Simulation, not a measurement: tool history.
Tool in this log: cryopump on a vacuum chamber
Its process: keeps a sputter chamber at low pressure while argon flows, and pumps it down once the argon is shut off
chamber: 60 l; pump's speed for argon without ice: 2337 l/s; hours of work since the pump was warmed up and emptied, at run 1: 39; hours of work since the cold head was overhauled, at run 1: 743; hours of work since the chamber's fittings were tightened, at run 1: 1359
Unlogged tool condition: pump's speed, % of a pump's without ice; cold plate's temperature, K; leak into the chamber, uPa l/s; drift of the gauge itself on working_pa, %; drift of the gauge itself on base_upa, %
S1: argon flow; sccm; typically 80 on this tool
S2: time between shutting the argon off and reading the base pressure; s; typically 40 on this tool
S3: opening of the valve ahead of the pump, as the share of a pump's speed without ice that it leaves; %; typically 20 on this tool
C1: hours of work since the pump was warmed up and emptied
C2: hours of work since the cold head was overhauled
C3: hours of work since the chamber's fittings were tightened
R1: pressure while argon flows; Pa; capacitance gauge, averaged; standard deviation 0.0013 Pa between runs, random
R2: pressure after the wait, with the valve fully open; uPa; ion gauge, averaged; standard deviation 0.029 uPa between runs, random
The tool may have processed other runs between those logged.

| run | day | S1 | S2 | S3 | C1 | C2 | C3 | R1 | R2 |
|---|---|---|---|---|---|---|---|---|---|
| 1 | 0 | 80 | 40 | 20 | 39 | 743 | 1359 | 0.291 | 2.16 |
| 2 | 0.883 | 80 | 40 | 20 | 50 | 754 | 1370 | 0.2931 | 2.13 |
| 3 | 1.792 | 80 | 40 | 20 | 61 | 765 | 1381 | 0.291 | 2.16 |
| 4 | 3.029 | 80 | 40 | 20 | 76 | 780 | 1396 | 0.2924 | 2.19 |
| 5 | 4.567 | 80 | 40 | 20 | 95 | 799 | 1415 | 0.2955 | 2.18 |
| 6 | 5.8 | 80 | 40 | 21 | 110 | 814 | 1430 | 0.2804 | 2.21 |
| 7 | 7.208 | 80 | 40 | 21 | 127 | 832 | 1447 | 0.2813 | 2.23 |
| 8 | 8.092 | 80 | 40 | 21 | 138 | 843 | 1458 | 0.2819 | 2.32 |
| 9 | 8.858 | 80 | 40 | 21 | 148 | 852 | 1467 | 0.2821 | 2.23 |
| 10 | 9.967 | 80 | 40 | 21 | 161 | 866 | 1481 | 0.2813 | 2.26 |
| 11 | 11.488 | 80 | 40 | 20 | 180 | 884 | 1500 | 0.2967 | 2.23 |
| 12 | 12.45 | 80 | 40 | 20 | 192 | 896 | 1511 | 0.2972 | 2.27 |
| 13 | 13.912 | 80 | 40 | 20 | 210 | 914 | 1529 | 0.2967 | 2.37 |
| 14 | 15.133 | 80 | 40 | 20 | 225 | 929 | 1544 | 0.2967 | 2.3 |

What does the tool deliver on the next run?
| 15 | 16.429 | 80 | 77 | 28 | 240 | 945 | 1560 | ? | ? |

{"run 15": {"R1": 0.2126, "R2": 1.75}}
Minus the tool's unlogged condition, the same run would have read R1 0.2038 Pa, R2 0.77 uPa.
